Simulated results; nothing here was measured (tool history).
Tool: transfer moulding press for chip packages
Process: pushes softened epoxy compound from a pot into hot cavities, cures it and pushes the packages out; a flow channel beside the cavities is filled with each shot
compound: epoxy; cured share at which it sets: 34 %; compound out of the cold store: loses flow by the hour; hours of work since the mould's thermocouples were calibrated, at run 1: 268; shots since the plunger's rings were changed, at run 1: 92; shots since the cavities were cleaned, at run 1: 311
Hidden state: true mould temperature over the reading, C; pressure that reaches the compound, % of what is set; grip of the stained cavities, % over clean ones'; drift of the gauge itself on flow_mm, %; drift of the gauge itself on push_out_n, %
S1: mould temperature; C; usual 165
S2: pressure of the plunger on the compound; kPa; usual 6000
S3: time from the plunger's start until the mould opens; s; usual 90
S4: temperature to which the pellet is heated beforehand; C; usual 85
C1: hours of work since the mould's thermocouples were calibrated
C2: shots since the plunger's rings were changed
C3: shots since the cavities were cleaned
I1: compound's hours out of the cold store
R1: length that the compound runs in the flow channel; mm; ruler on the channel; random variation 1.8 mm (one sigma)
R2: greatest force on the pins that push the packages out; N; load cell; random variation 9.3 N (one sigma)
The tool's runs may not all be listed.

run,day,S1,S2,S3,S4,C1,C2,C3,I1,R1,R2
1,0,165,6000,90,85,268,92,311,19.1,565,525
2,0.692,165,6000,90,85,277,281,500,38.9,510,582
3,1.288,165,5020,90,85,284,443,662,8.4,543,606
# day 2.167: cavities cleaned with cleaning compound and waxed
4,2.167,165,5020,90,85,295,666,0,27.7,494,414
5,2.65,165,5020,90,85,301,797,131,40.3,461,462
6,3.038,165,5020,90,85,306,903,237,29.8,484,513
7,3.542,173,5020,90,85,312,1040,374,11,517,490
8,4.425,173,5020,90,85,323,1281,615,44.5,438,503
# day 4.571: mould's thermocouples calibrated
9,5.212,173,5020,90,85,8,1473,807,36.8,453,533
# day 5.546: cavities cleaned with cleaning compound and waxed
10,6.15,173,5020,90,85,19,1711,165,34.5,460,441
11,6.717,165,6000,90,85,27,1866,320,24.4,541,541
# day 7.367: mould's thermocouples calibrated, once more
12,7.508,165,6000,90,85,2,2059,513,34.7,516,591
13,8.383,165,6000,90,85,13,2297,751,24.2,540,600
# day 8.9: cavities cleaned with cleaning compound and waxed
14,9.096,165,6000,90,85,21,2474,53,34.7,514,433
15,9.771,165,6000,90,85,30,2658,237,13.3,571,508
16,10.158,165,6000,90,77,35,2763,342,27.3,531,559
17,10.8,165,6000,90,77,43,2938,517,36,506,582
18,11.483,162,6000,71,85,52,3125,704,16.1,568,1234
# day 12.179: cavities cleaned with cleaning compound and waxed
19,12.333,163,7060,71,85,61,3339,42,44.4,532,726
20,13.112,163,7060,71,85,71,3551,254,11.8,622,1068
21,13.479,165,6000,101,78,76,3651,354,25.3,529,505
22,13.971,165,7420,101,91,82,3785,488,18.4,609,525
# day 14.542: plunger's sealing rings changed
23,14.704,158,6000,119,93,90,43,659,24.3,567,582
# day 15.575: cavities cleaned with cleaning compound and waxed
24,15.579,158,6000,119,93,101,265,1,27,556,402
25,16.392,162,6000,90,82,111,486,222,40.2,511,596
26,17.025,173,6760,94,93,119,659,395,38.4,526,491
27,17.696,173,6760,94,93,128,842,578,33.4,537,488
28,18.479,165,7260,130,94,137,1056,792,10.9,643,512

The same runs without the tool's hidden state, with the same run-to-run variation:
run,R1,R2
1,567,414
2,512,427
3,546,427
4,497,412
5,465,396
6,489,410
7,522,367
8,444,355
9,460,368
10,467,363
11,551,412
12,525,423
13,552,412
14,526,403
15,584,409
16,544,426
17,520,418
18,584,862
19,548,687
20,642,847
21,547,382
22,630,380
23,568,407
24,558,398
25,515,479
26,529,365
27,542,346
28,650,352
